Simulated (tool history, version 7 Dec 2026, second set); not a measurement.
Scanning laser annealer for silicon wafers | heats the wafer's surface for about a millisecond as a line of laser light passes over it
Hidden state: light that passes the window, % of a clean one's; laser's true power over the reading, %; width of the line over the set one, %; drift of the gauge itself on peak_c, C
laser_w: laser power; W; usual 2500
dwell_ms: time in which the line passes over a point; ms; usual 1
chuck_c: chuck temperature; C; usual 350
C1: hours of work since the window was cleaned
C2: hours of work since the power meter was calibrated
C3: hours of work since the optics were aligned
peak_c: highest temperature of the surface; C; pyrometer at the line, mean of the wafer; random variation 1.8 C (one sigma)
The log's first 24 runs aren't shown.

run 25 hour=168 | laser_w=2463 dwell_ms=1.03 chuck_c=389 | C1=345 C2=375 C3=206 | peak_c=1071
run 26 hour=174.3 | laser_w=2463 dwell_ms=1.03 chuck_c=389 | C1=349 C2=379 C3=211 | peak_c=1073
run 27 hour=178.5 | laser_w=2397 dwell_ms=1 chuck_c=387 | C1=352 C2=382 C3=214 | peak_c=1038
-- hour=184.5 window over the wafer cleaned
run 28 hour=186.6 | laser_w=2436 dwell_ms=1 chuck_c=324 | C1=1 C2=386 C3=218 | peak_c=1013
run 29 hour=194.7 | laser_w=2726 dwell_ms=0.79 chuck_c=342 | C1=7 C2=392 C3=224 | peak_c=1033
run 30 hour=200.9 | laser_w=2152 dwell_ms=0.85 chuck_c=350 | C1=12 C2=396 C3=228 | peak_c=902
run 31 hour=205.1 | laser_w=2500 dwell_ms=1 chuck_c=335 | C1=15 C2=399 C3=231 | peak_c=1043
run 32 hour=211.7 | laser_w=2410 dwell_ms=1 chuck_c=350 | C1=19 C2=404 C3=236 | peak_c=1028

3 ways to go on from here, each from the tool as it stands after run 32. What would each give?
run A hour=222.1 | laser_w=2410 dwell_ms=0.81 chuck_c=350 | C1=27 C2=411 C3=243 | peak_c=?
run B hour=222.1 | laser_w=2236 dwell_ms=1 chuck_c=349 | C1=27 C2=411 C3=243 | peak_c=?
run C hour=222.1 | laser_w=2500 dwell_ms=1.18 chuck_c=344 | C1=27 C2=411 C3=243 | peak_c=?

run=A peak_c=961
run=B peak_c=973
run=C peak_c=1112
Without the tool's hidden state the same runs would have given:
run=A peak_c=968
run=B peak_c=980
run=C peak_c=1122
